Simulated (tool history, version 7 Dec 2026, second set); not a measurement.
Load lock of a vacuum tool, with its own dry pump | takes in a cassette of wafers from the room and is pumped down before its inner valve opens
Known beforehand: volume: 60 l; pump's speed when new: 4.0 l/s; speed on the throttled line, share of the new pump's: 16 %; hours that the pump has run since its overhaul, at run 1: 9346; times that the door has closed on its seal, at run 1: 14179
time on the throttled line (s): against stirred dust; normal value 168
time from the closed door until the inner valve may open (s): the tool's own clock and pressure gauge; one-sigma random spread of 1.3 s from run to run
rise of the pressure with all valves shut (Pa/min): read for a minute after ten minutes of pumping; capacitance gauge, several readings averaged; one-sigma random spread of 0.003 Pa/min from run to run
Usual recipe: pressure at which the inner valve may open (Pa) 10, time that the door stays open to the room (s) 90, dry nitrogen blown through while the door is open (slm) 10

| run | day | time on the throttled line (s) | pressure at which the inner valve may open (Pa) | time that the door stays open to the room (s) | dry nitrogen blown through while the door is open (slm) | hours that the pump has run since its overhaul | times that the door has closed on its seal | incoming humidity of the room's air, % | time from the closed door until the inner valve may open (s) | rise of the pressure with all valves shut (Pa/min) |
|---|---|---|---|---|---|---|---|---|---|---|
| 1 | 0 | 168 | 10 | 90 | 10 | 9346 | 14179 | 42 | 293.6 | 0.072 |
| 2 | 3.554 | 210 | 10 | 90 | 10 | 9431 | 14491 | 43.1 | 325.8 | 0.072 |
| 3 | 7.012 | 168 | 10 | 90 | 10 | 9514 | 14794 | 47.7 | 292.2 | 0.082 |
| 4 | 10.721 | 168 | 10 | 90 | 10 | 9603 | 15119 | 45.5 | 295.8 | 0.077 |
| 5 | 13.692 | 168 | 10 | 90 | 10 | 9675 | 15379 | 44.5 | 294 | 0.083 |
| 6 | 17.4 | 168 | 10 | 90 | 10 | 9764 | 15705 | 46.2 | 296.3 | 0.087 |
| 7 | 20.25 | 168 | 10 | 37 | 10 | 9832 | 15955 | 43.4 | 294.9 | 0.08 |
| 8 | 25.692 | 168 | 10 | 37 | 10 | 9963 | 16432 | 45.1 | 296.8 | 0.085 |
| 9 | 28.642 | 168 | 10 | 37 | 10 | 10034 | 16690 | 42.2 | 293.8 | 0.083 |
| 10 | 34.271 | 168 | 10 | 37 | 10 | 10169 | 17184 | 45 | 295.8 | 0.094 |
| 11 | 39.021 | 168 | 14 | 37 | 10 | 10283 | 17601 | 42.2 | 290.6 | 0.091 |
|  | 43.133 | dry pump taken out, an overhauled one fitted |
| 12 | 43.133 | 168 | 10 | 90 | 10 | 0 | 17939 | 42.8 | 280.8 | 0.1 |
| 13 | 45.971 | 168 | 10 | 90 | 10 | 68 | 18188 | 41.7 | 278 | 0.092 |
| 14 | 50.992 | 91 | 8 | 176 | 30 | 189 | 18629 | 45.6 | 220.7 | 0.091 |
| 15 | 53.983 | 91 | 8 | 176 | 30 | 260 | 18891 | 42.4 | 221.5 | 0.096 |
| 16 | 59.633 | 145 | 10 | 85 | 6 | 396 | 19386 | 46.1 | 262 | 0.111 |

For run 17, what comes out?
| 17 | 63.529 | 145 | 10 | 85 | 6 | 490 | 19728 | 41.4 | ? | ? |

For run 17 the tool returned time from the closed door until the inner valve may open (s) 263.8, rise of the pressure with all valves shut (Pa/min) 0.114.
Were there no unlogged condition in the tool, this run, its random variation unchanged, would have produced time from the closed door until the inner valve may open (s) 261, rise of the pressure with all valves shut (Pa/min) 0.019.
